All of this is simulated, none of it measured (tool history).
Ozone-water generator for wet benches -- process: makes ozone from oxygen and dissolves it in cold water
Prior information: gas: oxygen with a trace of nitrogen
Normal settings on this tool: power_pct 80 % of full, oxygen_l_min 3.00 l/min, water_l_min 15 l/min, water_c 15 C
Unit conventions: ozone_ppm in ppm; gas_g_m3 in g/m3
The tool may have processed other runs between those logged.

Run 1, hour 0.0: usual settings. Result: ozone_ppm 12.5 ppm, gas_g_m3 178.1 g/m3.
Run 2, hour 145.2: usual settings. Result: ozone_ppm 12.5 ppm, gas_g_m3 177.3 g/m3.
Run 3, hour 300.9: usual settings. Result: ozone_ppm 12.5 ppm, gas_g_m3 178.1 g/m3.
Run 4, hour 386.6: usual settings. Result: ozone_ppm 12.5 ppm, gas_g_m3 177.2 g/m3.
Run 5, hour 478.9: usual settings. Result: ozone_ppm 12.5 ppm, gas_g_m3 177.3 g/m3.
Run 6, hour 593.7: usual settings but oxygen_l_min 3.92 l/min. Result: ozone_ppm 12.4 ppm, gas_g_m3 150.8 g/m3.
Run 7, hour 694.1: usual settings. Result: ozone_ppm 12.2 ppm, gas_g_m3 176.4 g/m3.
Run 8, hour 760.0: usual settings. Result: ozone_ppm 12.3 ppm, gas_g_m3 177.1 g/m3.
Run 9, hour 867.6: usual settings but power_pct 94 % of full. Result: ozone_ppm 14.2 ppm, gas_g_m3 197.8 g/m3.
Run 10, hour 1017.5: usual settings but water_c 9 C. Result: ozone_ppm 13.4 ppm, gas_g_m3 177.4 g/m3.
Run 11, hour 1166.9: usual settings but water_c 9 C. Result: ozone_ppm 13.0 ppm, gas_g_m3 173.3 g/m3.
Run 12, hour 1300.8: usual settings but water_c 9 C. Result: ozone_ppm 13.1 ppm, gas_g_m3 176.2 g/m3.
Run 13, hour 1390.4: usual settings. Result: ozone_ppm 12.2 ppm, gas_g_m3 174.1 g/m3.
At hour 1402.6: water thermometer calibrated.
Run 14, hour 1540.2: usual settings. Result: ozone_ppm 12.2 ppm, gas_g_m3 176.2 g/m3.
Run 15, hour 1686.0: usual settings. Result: ozone_ppm 12.2 ppm, gas_g_m3 175.5 g/m3.
Run 16, hour 1793.0: usual settings. Result: ozone_ppm 12.1 ppm, gas_g_m3 173.9 g/m3.
Run 17, hour 1922.5: usual settings. Result: ozone_ppm 12.2 ppm, gas_g_m3 173.1 g/m3.
Run 18, hour 2009.5: usual settings but power_pct 58 % of full, oxygen_l_min 3.28 l/min, water_l_min 16 l/min. Result: ozone_ppm 9.0 ppm, gas_g_m3 130.1 g/m3.
Run 19, hour 2145.8: usual settings but oxygen_l_min 5.21 l/min. Result: ozone_ppm 11.8 ppm, gas_g_m3 125.2 g/m3.
At hour 2190.0: water thermometer calibrated, once more.
Run 20, hour 2242.5: usual settings but power_pct 89 % of full, oxygen_l_min 5.24 l/min, water_c 8 C. Result: ozone_ppm 14.5 ppm, gas_g_m3 134.6 g/m3.
Run 21, hour 2323.5: usual settings but power_pct 89 % of full, oxygen_l_min 5.02 l/min, water_c 7 C. Result: ozone_ppm 14.6 ppm, gas_g_m3 138.6 g/m3.
Run 22, hour 2474.5: usual settings but power_pct 60 % of full, water_l_min 23 l/min, water_c 9 C. Result: ozone_ppm 6.2 ppm, gas_g_m3 140.1 g/m3.
Run 23, hour 2547.2: usual settings but power_pct 60 % of full, water_l_min 23 l/min, water_c 9 C. Result: ozone_ppm 6.3 ppm, gas_g_m3 138.6 g/m3.
Run 24, hour 2637.2: usual settings but water_l_min 23 l/min, water_c 21 C. Result: ozone_ppm 7.0 ppm, gas_g_m3 172.3 g/m3.
Run 25, hour 2707.6: usual settings but power_pct 42 % of full, water_c 13 C. Result: ozone_ppm 7.6 ppm, gas_g_m3 106.7 g/m3.
Run 26, hour 2773.4: usual settings but oxygen_l_min 4.79 l/min. Result: ozone_ppm 12.0 ppm, gas_g_m3 129.7 g/m3.
Run 27, hour 2859.8: usual settings but power_pct 66 % of full, oxygen_l_min 5.28 l/min, water_c 22 C. Result: ozone_ppm 8.9 ppm, gas_g_m3 106.6 g/m3.
Run 28, hour 3005.3: usual settings but power_pct 66 % of full, oxygen_l_min 5.28 l/min, water_l_min 13 l/min, water_c 21 C. Result: ozone_ppm 10.4 ppm, gas_g_m3 107.2 g/m3.
Run 29, hour 3145.9: usual settings but power_pct 66 % of full, oxygen_l_min 5.28 l/min, water_l_min 13 l/min, water_c 21 C. Result: ozone_ppm 10.4 ppm, gas_g_m3 104.7 g/m3.
Run 30, hour 3287.7: usual settings but power_pct 67 % of full, oxygen_l_min 5.28 l/min, water_l_min 13 l/min, water_c 21 C. Result: ozone_ppm 10.6 ppm, gas_g_m3 107.3 g/m3.
Run 31, hour 3377.7: usual settings but power_pct 82 % of full, oxygen_l_min 2.19 l/min, water_l_min 13 l/min, water_c 21 C. Result: ozone_ppm 13.1 ppm, gas_g_m3 210.2 g/m3.
Run 32, hour 3451.9: usual settings but power_pct 59 % of full, oxygen_l_min 3.64 l/min, water_c 16 C. Result: ozone_ppm 9.4 ppm, gas_g_m3 121.0 g/m3.

A few steps of ozone_ppm between consecutive runs. Split each: what settings, incoming material and random variation would produce without the hidden state, and what is left over for the hidden state, along with gauge scatter present in only one of the two compared results (measured, and without hidden state):
The tool's hidden condition here consists of: yield of the discharge, % of new electrodes'; contactor's efficiency, % of a clean one's; true water temperature over the reading, C; drift of the gauge itself on ozone_ppm, %; drift of the gauge itself on gas_g_m3, %.
Run 21 -> 22: power_pct 89 -> 60, oxygen_l_min 5.02 -> 3.00, water_l_min 15 -> 23, water_c 7 -> 9. ozone_ppm -8.4 ppm: hidden state +0.7, all else -9.1.
Run 25 -> 26: power_pct 42 -> 80, oxygen_l_min 3.00 -> 4.79, water_c 13 -> 15. ozone_ppm +4.4 ppm: hidden state -0.6, all else +5.0.
Run 31 -> 32: power_pct 82 -> 59, oxygen_l_min 2.19 -> 3.64, water_l_min 13 -> 15, water_c 21 -> 16. ozone_ppm -3.7 ppm: hidden state +0.5, all else -4.2.
